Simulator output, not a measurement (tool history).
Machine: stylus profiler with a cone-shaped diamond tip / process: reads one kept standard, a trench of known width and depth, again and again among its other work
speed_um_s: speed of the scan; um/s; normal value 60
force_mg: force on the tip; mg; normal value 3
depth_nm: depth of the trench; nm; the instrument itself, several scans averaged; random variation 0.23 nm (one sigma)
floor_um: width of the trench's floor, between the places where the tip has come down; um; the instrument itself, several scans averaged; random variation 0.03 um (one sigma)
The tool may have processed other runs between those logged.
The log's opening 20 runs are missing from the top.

run	day	speed_um_s	force_mg	depth_nm	floor_um
21	74.508	60	1.94	1006.71	25.45
22	77.871	28	4.31	1015.12	25.64
23	81.429	80	8.52	1026.41	25.52
24	84.533	80	2.11	1007.08	25.39
25	89.292	136	2.66	1008.81	25.22
26	92.592	136	2.66	1008.31	25.24
# day 93.062: height scale calibrated on a step standard
27	95.854	136	2.66	1004.49	25.16
28	100.692	153	5.86	1014.37	25.32
# day 102.133: height scale calibrated on a step standard, once more
29	104.05	153	5.86	1024.31	25.32
30	108.658	42	3	1015.17	25.5
31	113.375	42	3	1014.81	25.52
32	116.512	75	2.82	1013.59	25.34
33	120.05	75	2.82	1013.3	25.34
34	124.496	60	6.83	1025.43	25.48
35	127.946	60	6.83	1025.17	25.42
36	130.35	60	6.83	1024.81	25.42
37	133.333	60	6.83	1025.07	25.47
38	137.508	60	6.83	1024.51	25.45
39	142.267	63	1.53	1007.2	25.3
40	145.258	25	8.37	1028.54	25.49
41	150.183	48	2.09	1008.81	25.36
42	152.8	60	2.43	1009.95	25.31

5 ways to go on from here, each from the tool as it stands after run 42. What would each give?
A	156.833	58	1.51	?	?
B	156.833	208	2.28	?	?
C	156.833	24	1.39	?	?
D	156.833	17	5.71	?	?
E	156.833	18	4.26	?	?

run	depth_nm	floor_um
A	1006.16	25.24
B	1009.2	24.73
C	1005.07	25.35
D	1020.5	25.5
E	1016.83	25.53
Without the tool's hidden state the same runs would have given:
run	depth_nm	floor_um
A	1010	25.74
B	1013.06	25.22
C	1008.91	25.85
D	1024.4	25.99
E	1020.71	26.03
